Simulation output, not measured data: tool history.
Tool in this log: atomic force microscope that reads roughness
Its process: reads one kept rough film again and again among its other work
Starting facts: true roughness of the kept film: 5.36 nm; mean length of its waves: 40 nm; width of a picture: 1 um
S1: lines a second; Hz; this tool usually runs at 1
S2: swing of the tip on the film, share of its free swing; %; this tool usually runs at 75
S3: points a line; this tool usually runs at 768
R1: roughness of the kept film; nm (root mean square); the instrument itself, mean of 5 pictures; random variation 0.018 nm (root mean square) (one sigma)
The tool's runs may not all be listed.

run	hour	S1	S2	S3	R1
1	0	1	75	768	3.317
# hour 2.6: new tip fitted
2	20.3	1	81	768	3.814
3	34.2	1	81	768	3.514
# hour 50.9: new tip fitted
4	55.8	1	81	768	4.117
5	74	1	75	768	3.818
6	93	1	75	383	3.458
# hour 98: new tip fitted
7	111.3	1	75	895	4.034
8	124.1	1	75	768	3.765
9	141.5	1	89	768	3.17
# hour 145.6: new tip fitted
10	161.6	1	89	768	3.706
11	177	1	72	466	3.686
# hour 179.1: height scale calibrated on a step standard
12	189.4	1	72	466	3.516
# hour 194.1: new tip fitted
13	212.8	1	75	915	3.929
14	235	1	75	362	3.49
# hour 239.4: height scale calibrated on a step standard, once more
# hour 242.2: new tip fitted
15	253.3	1.09	87	393	3.719
16	275.7	0.81	82	768	3.528
# hour 290.4: new tip fitted
17	291	0.81	82	768	4.271
18	303.2	0.63	82	768	4.052

Some steps in R1, run to run, broken into two amounts with sign: the step expected even without the hidden condition (settings, incoming material, random variation), and the rest, left for the hidden condition together with whatever gauge scatter is not in both the measured and the hidden-condition-free result:
The tool's hidden condition here consists of: radius of the tip, nm; height scale over the true one, %; drift of the gauge itself on roughness_nm, %.
Run 16 -> 17: new tip fitted. R1 +0.743 nm (root mean square): hidden state +0.72, all else +0.023.
